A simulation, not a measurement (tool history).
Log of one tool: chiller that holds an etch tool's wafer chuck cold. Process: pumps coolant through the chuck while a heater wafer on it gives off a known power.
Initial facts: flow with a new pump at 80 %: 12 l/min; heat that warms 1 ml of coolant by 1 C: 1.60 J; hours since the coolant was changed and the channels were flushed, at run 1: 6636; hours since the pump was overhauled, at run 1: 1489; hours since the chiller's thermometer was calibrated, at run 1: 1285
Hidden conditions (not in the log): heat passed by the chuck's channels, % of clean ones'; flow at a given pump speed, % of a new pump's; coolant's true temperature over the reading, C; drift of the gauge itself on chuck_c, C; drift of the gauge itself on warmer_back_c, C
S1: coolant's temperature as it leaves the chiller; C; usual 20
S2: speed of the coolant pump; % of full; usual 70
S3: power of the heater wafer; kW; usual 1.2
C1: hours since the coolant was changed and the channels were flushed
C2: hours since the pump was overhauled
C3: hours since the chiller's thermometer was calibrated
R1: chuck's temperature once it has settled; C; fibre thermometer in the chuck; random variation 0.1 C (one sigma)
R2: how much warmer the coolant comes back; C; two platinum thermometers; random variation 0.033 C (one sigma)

| run | day | S1 | S2 | S3 | C1 | C2 | C3 | R1 | R2 |
|---|---|---|---|---|---|---|---|---|---|
| 1 | 0 | 20 | 70 | 1.2 | 6636 | 1489 | 1285 | 29.5 | 4.44 |
| 2 | 3.65 | 20 | 70 | 1.2 | 6724 | 1576 | 1373 | 29.7 | 4.42 |
| 3 | 5.838 | 20 | 70 | 1.2 | 6776 | 1629 | 1426 | 29.4 | 4.46 |
| 4 | 9.054 | 15 | 70 | 1.2 | 6853 | 1706 | 1503 | 24.5 | 4.43 |
| 5 | 12.067 | 15 | 70 | 1.2 | 6926 | 1778 | 1575 | 24.6 | 4.44 |
| 6 | 15.058 | 15 | 70 | 1.2 | 6997 | 1850 | 1647 | 24.6 | 4.42 |
| 7 | 18.021 | 15 | 70 | 1.619 | 7069 | 1921 | 1718 | 27.9 | 5.99 |
| 8 | 21.017 | 20 | 70 | 1.2 | 7140 | 1993 | 1790 | 29.6 | 4.47 |
| 9 | 24.638 | 20 | 70 | 1.2 | 7227 | 2080 | 1877 | 29.5 | 4.46 |
| 10 | 27.412 | 20 | 67 | 1.2 | 7294 | 2146 | 1943 | 30.1 | 4.67 |
| 11 | 29.417 | 20 | 67 | 1.2 | 7342 | 2195 | 1991 | 30.1 | 4.77 |
| 12 | 31.738 | 20 | 76 | 1.2 | 7398 | 2250 | 2047 | 29 | 4.1 |
| 13 | 33.488 | 18 | 89 | 1.072 | 7440 | 2292 | 2089 | 24.7 | 3.03 |
| 14 | 36.775 | 12 | 74 | 1.2 | 7519 | 2371 | 2168 | 21.3 | 4.2 |
| 15 | 40.367 | 12 | 74 | 1.2 | 7605 | 2457 | 2254 | 21.1 | 4.21 |
| 16 | 42.171 | 12 | 74 | 1.2 | 7648 | 2501 | 2298 | 21.2 | 4.22 |
| 17 | 44.046 | 24 | 69 | 1.123 | 7693 | 2546 | 2343 | 33.1 | 4.26 |
| 18 | 46.983 | 24 | 69 | 1.123 | 7764 | 2616 | 2413 | 33.2 | 4.28 |
| 19 | 48.771 | 24 | 81 | 1.123 | 7807 | 2659 | 2456 | 31.9 | 3.57 |
| 20 | 50.867 | 20 | 69 | 0.83 | 7857 | 2709 | 2506 | 26.7 | 3.15 |
| 21 | 54.275 | 17 | 70 | 0.782 | 7939 | 2791 | 2588 | 23.3 | 2.98 |
| 22 | 55.933 | 20 | 72 | 0.742 | 7978 | 2831 | 2628 | 25.9 | 2.7 |
| 23 | 58.279 | 16 | 91 | 1.662 | 8035 | 2887 | 2684 | 26.4 | 4.76 |

Below are 5 alternative next runs, each starting from the tool's condition after run 23. Predict each:
| A | 60.467 | 11 | 62 | 1.313 | 8087 | 2940 | 2737 | ? | ? |
| B | 60.467 | 20 | 70 | 1.016 | 8087 | 2940 | 2737 | ? | ? |
| C | 60.467 | 20 | 89 | 0.931 | 8087 | 2940 | 2737 | ? | ? |
| D | 60.467 | 16 | 69 | 0.629 | 8087 | 2940 | 2737 | ? | ? |
| E | 60.467 | 15 | 68 | 0.831 | 8087 | 2940 | 2737 | ? | ? |

| run | R1 | R2 |
|---|---|---|
| A | 23 | 5.58 |
| B | 28.3 | 3.82 |
| C | 25.8 | 2.7 |
| D | 21.2 | 2.39 |
| E | 21.9 | 3.18 |
With no hidden state in the tool, these same runs would have given:
| run | R1 | R2 |
|---|---|---|
| A | 21.7 | 5.35 |
| B | 27.4 | 3.67 |
| C | 25.3 | 2.6 |
| D | 20.7 | 2.3 |
| E | 21.2 | 3.05 |
